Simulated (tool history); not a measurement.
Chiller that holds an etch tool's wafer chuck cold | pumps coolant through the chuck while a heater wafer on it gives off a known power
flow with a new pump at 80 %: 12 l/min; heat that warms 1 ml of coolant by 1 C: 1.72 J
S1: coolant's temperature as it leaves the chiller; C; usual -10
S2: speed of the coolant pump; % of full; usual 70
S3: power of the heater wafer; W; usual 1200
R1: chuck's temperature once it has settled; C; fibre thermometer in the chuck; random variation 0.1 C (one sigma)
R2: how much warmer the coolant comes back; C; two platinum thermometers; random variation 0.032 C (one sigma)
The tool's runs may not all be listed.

Run 1, hour 0.0: usual settings. Result: R1 7.1 C, R2 4.03 C.
Run 2, hour 35.2: usual settings. Result: R1 7.2 C, R2 4.02 C.
Run 3, hour 76.7: usual settings. Result: R1 7.3 C, R2 3.97 C.
Run 4, hour 148.8: usual settings. Result: R1 7.4 C, R2 4.04 C.
Run 5, hour 207.8: usual settings but S1 -19 C. Result: R1 -1.5 C, R2 4.02 C.
Run 6, hour 267.0: usual settings but S1 -19 C. Result: R1 -1.5 C, R2 4.11 C.
Run 7, hour 328.8: usual settings but S1 -19 C. Result: R1 -1.5 C, R2 4.06 C.
Run 8, hour 391.4: usual settings but S1 -19 C. Result: R1 -1.4 C, R2 4.06 C.
Run 9, hour 424.6: usual settings but S1 -19 C. Result: R1 -1.2 C, R2 4.05 C.
Run 10, hour 491.1: usual settings but S1 -19 C. Result: R1 -1.2 C, R2 4.10 C.
At hour 498.5: chiller's thermometer calibrated.
Run 11, hour 535.5: usual settings but S1 -14 C, S2 63 % of full, S3 1487 W. Result: R1 9.1 C, R2 5.61 C.
Run 12, hour 568.7: usual settings but S1 -14 C, S2 63 % of full, S3 1487 W. Result: R1 9.3 C, R2 5.64 C.
Run 13, hour 615.3: usual settings but S1 -12 C, S2 63 % of full, S3 1690 W. Result: R1 14.5 C, R2 6.45 C.
At hour 644.2: chiller's thermometer calibrated, once more.
Run 14, hour 672.1: usual settings but S1 -17 C, S2 87 % of full, S3 1665 W. Result: R1 5.7 C, R2 4.59 C.
Run 15, hour 713.4: usual settings but S1 -17 C, S2 87 % of full, S3 1665 W. Result: R1 5.8 C, R2 4.64 C.
Run 16, hour 761.2: usual settings but S1 -17 C, S2 87 % of full, S3 1665 W. Result: R1 5.9 C, R2 4.57 C.
Run 17, hour 807.6: usual settings but S1 -17 C, S2 87 % of full, S3 1665 W. Result: R1 6.0 C, R2 4.69 C.
Run 18, hour 872.9: usual settings but S1 -17 C, S2 87 % of full, S3 1665 W. Result: R1 6.1 C, R2 4.62 C.
Run 19, hour 942.3: usual settings but S1 -2 C, S2 63 % of full, S3 1594 W. Result: R1 24.9 C, R2 6.13 C.
Run 20, hour 982.6: usual settings but S1 -2 C, S2 91 % of full, S3 1076 W. Result: R1 12.6 C, R2 2.88 C.

Forecast each of these 4 alternatives for the next run:
Run A, hour 1033.6: usual settings but S2 81 % of full. Result: R1 ?, R2 ?.
Run B, hour 1033.6: usual settings but S1 -18 C, S2 74 % of full, S3 902 W. Result: R1 ?, R2 ?.
Run C, hour 1033.6: usual settings but S1 -12 C, S2 82 % of full, S3 1249 W. Result: R1 ?, R2 ?.
Run D, hour 1033.6: usual settings but S1 -11 C, S2 77 % of full. Result: R1 ?, R2 ?.

run    R1    R2
  A   7.4  3.59
  B  -4.2  2.95
  C   6.2  3.77
  D   7.2  3.87
Without the tool's hidden state the same runs would have given:
run    R1    R2
  A   4.9  3.43
  B  -6.1  2.82
  C   3.6  3.60
  D   4.7  3.70
